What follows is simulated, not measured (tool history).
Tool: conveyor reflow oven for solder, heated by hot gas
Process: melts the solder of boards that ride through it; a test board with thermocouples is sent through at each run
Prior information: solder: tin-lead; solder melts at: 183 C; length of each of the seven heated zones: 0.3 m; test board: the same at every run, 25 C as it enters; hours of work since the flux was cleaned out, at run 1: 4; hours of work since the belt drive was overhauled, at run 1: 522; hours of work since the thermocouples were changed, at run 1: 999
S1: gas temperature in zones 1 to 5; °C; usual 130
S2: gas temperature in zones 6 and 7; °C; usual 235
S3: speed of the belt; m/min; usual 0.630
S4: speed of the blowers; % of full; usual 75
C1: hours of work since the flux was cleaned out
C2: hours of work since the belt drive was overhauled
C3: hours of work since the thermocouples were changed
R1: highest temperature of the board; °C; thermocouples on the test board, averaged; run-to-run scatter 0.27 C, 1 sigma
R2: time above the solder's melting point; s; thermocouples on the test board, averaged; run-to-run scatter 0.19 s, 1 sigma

Run 1, day 0.000: usual settings; C1 4; C2 522; C3 999. Result: R1 212.1 °C, R2 37.2 s.
At day 2.296: thermocouples of zones 6 and 7 changed.
Run 2, day 2.654: usual settings; C1 49; C2 567; C3 6. Result: R1 213.7 °C, R2 38.4 s.
Run 3, day 6.708: usual settings; C1 120; C2 638; C3 77. Result: R1 212.8 °C, R2 37.6 s.
Run 4, day 8.588: usual settings but S2 247 °C; C1 153; C2 671; C3 110. Result: R1 222.3 °C, R2 43.3 s.
At day 9.879: flux residue cleaned out of gas plates and filters.
Run 5, day 10.962: usual settings but S2 246 °C; C1 19; C2 709; C3 148. Result: R1 223.0 °C, R2 44.2 s.
Run 6, day 12.604: usual settings but S1 143 °C; C1 48; C2 738; C3 177. Result: R1 215.8 °C, R2 43.4 s.
Run 7, day 15.275: usual settings but S1 143 °C; C1 95; C2 785; C3 224. Result: R1 215.2 °C, R2 42.7 s.
Run 8, day 17.792: usual settings but S3 0.622 m/min; C1 139; C2 829; C3 268. Result: R1 212.3 °C, R2 38.0 s.
Run 9, day 19.525: usual settings but S3 0.622 m/min; C1 169; C2 859; C3 298. Result: R1 211.8 °C, R2 37.3 s.
At day 20.017: flux residue cleaned out of gas plates and filters.
Run 10, day 22.829: usual settings but S3 0.622 m/min; C1 49; C2 914; C3 353. Result: R1 213.4 °C, R2 38.7 s.
Run 11, day 25.217: usual settings but S3 0.539 m/min; C1 91; C2 956; C3 395. Result: R1 218.0 °C, R2 48.7 s.
Run 12, day 28.017: usual settings but S3 0.539 m/min; C1 140; C2 1005; C3 444. Result: R1 217.3 °C, R2 48.4 s.
At day 28.525: belt drive overhauled, speed set with a stopwatch.
At day 30.242: flux residue cleaned out of gas plates and filters.
Run 13, day 30.996: usual settings; C1 13; C2 40; C3 489. Result: R1 213.1 °C, R2 38.3 s.
Run 14, day 33.450: usual settings; C1 56; C2 83; C3 532. Result: R1 212.2 °C, R2 37.7 s.
Run 15, day 36.588: usual settings but S1 137 °C; C1 111; C2 138; C3 587. Result: R1 213.7 °C, R2 40.2 s.
Run 16, day 39.883: usual settings but S1 137 °C; C1 169; C2 195; C3 645. Result: R1 212.7 °C, R2 39.7 s.
At day 40.404: flux residue cleaned out of gas plates and filters.
Run 17, day 43.154: usual settings but S1 123 °C, S4 74 % of full; C1 48; C2 249; C3 699. Result: R1 210.5 °C, R2 34.6 s.
Run 18, day 45.733: usual settings but S1 123 °C, S4 74 % of full; C1 93; C2 294; C3 744. Result: R1 209.5 °C, R2 34.1 s.
At day 47.458: belt drive overhauled, speed set with a stopwatch, once more.
Run 19, day 49.729: usual settings but S2 228 °C; C1 161; C2 40; C3 811. Result: R1 203.7 °C, R2 30.7 s.
At day 50.446: flux residue cleaned out of gas plates and filters.
Run 20, day 52.679: usual settings but S2 228 °C; C1 39; C2 88; C3 859. Result: R1 205.9 °C, R2 32.3 s.
Run 21, day 54.929: usual settings but S1 118 °C, S2 228 °C, S4 55 % of full; C1 79; C2 127; C3 899. Result: R1 196.4 °C, R2 19.5 s.
Run 22, day 58.479: usual settings but S1 118 °C, S2 228 °C, S4 55 % of full; C1 141; C2 190; C3 961. Result: R1 195.6 °C, R2 18.4 s.
At day 60.450: flux residue cleaned out of gas plates and filters.
Run 23, day 60.804: usual settings but S1 116 °C, S2 239 °C, S3 0.560 m/min, S4 53 % of full; C1 6; C2 227; C3 998. Result: R1 209.6 °C, R2 36.4 s.
At day 63.112: thermocouples of zones 6 and 7 changed.
Run 24, day 63.792: usual settings but S1 116 °C, S2 239 °C, S3 0.560 m/min, S4 53 % of full; C1 57; C2 278; C3 12. Result: R1 212.7 °C, R2 38.2 s.
Run 25, day 66.621: usual settings but S1 116 °C, S2 239 °C, S3 0.560 m/min, S4 53 % of full; C1 107; C2 327; C3 62. Result: R1 211.8 °C, R2 37.7 s.
At day 70.600: flux residue cleaned out of gas plates and filters.
Run 26, day 70.896: usual settings but S1 116 °C, S2 239 °C, S3 0.560 m/min, S4 53 % of full; C1 5; C2 398; C3 133. Result: R1 212.6 °C, R2 38.7 s.
Run 27, day 73.050: usual settings but S1 133 °C, S2 249 °C, S3 0.560 m/min; C1 43; C2 436; C3 171. Result: R1 231.0 °C, R2 54.4 s.
Run 28, day 76.362: usual settings but S1 133 °C, S2 249 °C, S3 0.737 m/min, S4 69 % of full; C1 101; C2 494; C3 229. Result: R1 216.7 °C, R2 34.2 s.
Run 29, day 78.371: usual settings but S2 249 °C, S3 0.725 m/min, S4 51 % of full; C1 136; C2 529; C3 264. Result: R1 208.5 °C, R2 28.8 s.

Difference, measured minus no-hidden-state, one row per run. Run-to-run variation is common to both terms; the gauge's own scatter need not be:
Hidden state at play: heat that the gas passes to the board, % of a clean oven's; belt's true speed, % of the reading; true gas temperature in zones 6 and 7 over the reading, C; drift of the gauge itself on peak_c, C; drift of the gauge itself on liquid_s, %.
run    R1    R2
  1  -2.3  -1.3
  2  -0.5  -0.1
  3  -1.5  -0.8
  4  -2.1  -0.8
  5  -0.8  +0.0
  6  -1.1  -0.3
  7  -1.7  -0.8
  8  -2.3  -1.4
  9  -2.8  -1.8
 10  -1.4  -0.5
 11  -1.9  -0.7
 12  -2.5  -1.2
 13  -1.2  -0.1
 14  -1.8  -0.6
 15  -2.5  -1.0
 16  -3.2  -1.6
 17  -2.2  -0.9
 18  -2.8  -1.4
 19  -4.2  -3.8
 20  -2.7  -2.2
 21  -3.2  -3.3
 22  -3.9  -4.4
 23  -2.7  -2.0
 24  -0.1  +0.0
 25  -0.7  -0.5
 26  +0.1  +0.3
 27  -0.5  +0.1
 28  -1.5  -0.6
 29  -1.6  -1.1

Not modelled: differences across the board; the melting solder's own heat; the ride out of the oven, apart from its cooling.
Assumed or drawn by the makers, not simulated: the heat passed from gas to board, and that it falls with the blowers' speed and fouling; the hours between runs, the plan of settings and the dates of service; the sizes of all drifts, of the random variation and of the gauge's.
